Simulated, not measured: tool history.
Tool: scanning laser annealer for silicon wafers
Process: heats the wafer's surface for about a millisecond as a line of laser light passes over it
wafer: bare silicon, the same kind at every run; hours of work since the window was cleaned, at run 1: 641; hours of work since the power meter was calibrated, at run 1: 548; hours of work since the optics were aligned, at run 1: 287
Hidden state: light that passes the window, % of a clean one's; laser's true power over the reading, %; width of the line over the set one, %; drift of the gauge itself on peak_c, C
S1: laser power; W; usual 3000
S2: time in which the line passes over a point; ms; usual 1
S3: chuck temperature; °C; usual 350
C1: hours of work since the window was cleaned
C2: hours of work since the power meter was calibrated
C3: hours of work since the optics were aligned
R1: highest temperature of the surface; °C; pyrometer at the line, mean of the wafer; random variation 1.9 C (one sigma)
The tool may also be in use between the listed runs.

run	hour	S1	S2	S3	C1	C2	C3	R1
1	0	3000	1	350	641	548	287	1145
2	24.1	3000	0.79	350	655	561	300	1055
3	46.2	3000	1	350	667	574	313	1141
4	67.6	3000	1	350	679	586	325	1143
5	97	3000	1	350	696	602	342	1140
# hour 112.9: window over the wafer cleaned
6	119.2	3000	1	350	4	614	353	1141
7	148.3	3000	1	350	20	630	369	1145
8	173	3000	0.71	350	34	644	383	1019
9	196.7	2911	1	350	47	658	397	1113
10	218.5	3000	1	350	60	670	409	1141
11	241.3	3000	1	350	72	683	422	1143
12	266.9	3000	1	350	87	697	436	1142
13	297.7	3000	1	350	104	715	454	1142
14	311.3	3000	1	350	112	722	461	1143
15	324.5	3000	1.1	350	119	730	469	1178
16	344.5	3000	1.22	350	131	741	480	1223
17	369.6	3000	1	350	145	755	494	1141
18	384.3	3000	1	350	153	763	502	1142
19	401.9	3000	0.88	350	163	773	512	1090
20	417.1	3000	0.88	350	172	782	521	1092
21	437.7	3000	0.97	350	183	793	532	1131
22	452.1	3000	0.97	350	191	802	541	1129
23	473.1	3000	0.97	350	203	813	552	1132
24	489.4	3000	0.97	350	212	823	562	1129
25	513.1	2654	1	346	226	836	575	1022
26	530.7	2764	1	353	236	846	585	1065
27	552.6	2764	1	353	248	858	597	1066
28	583.6	2764	0.78	333	265	876	615	960
29	615.8	3293	0.78	316	284	894	633	1109
30	629.3	2763	0.88	371	291	902	641	1039
31	650.2	2608	1.23	371	303	913	652	1101
32	667.1	2608	1.23	371	313	923	662	1103
33	685.3	2692	1	350	323	933	672	1036
34	706.9	2851	1	350	335	945	684	1092
35	722.3	3057	1.24	318	344	954	693	1218
36	753.8	3057	1.24	318	361	972	711	1218
37	785.1	3057	1.24	318	379	989	728	1219
38	805.5	3219	1.21	386	391	1001	740	1342
39	818.7	3219	1.08	386	398	1008	747	1291
40	848	3219	1.08	386	414	1025	764	1285
41	880	3000	1	364	433	1043	782	1157
42	894.7	3000	1	364	441	1051	790	1159

How the hidden state differs across the entries between the runs, from the last listed run before each to the first after it:
Between runs 5 and 6: window over the wafer cleaned (hour 112.9)
  light that passes the window, % of a clean one's: 99.98 -> 100
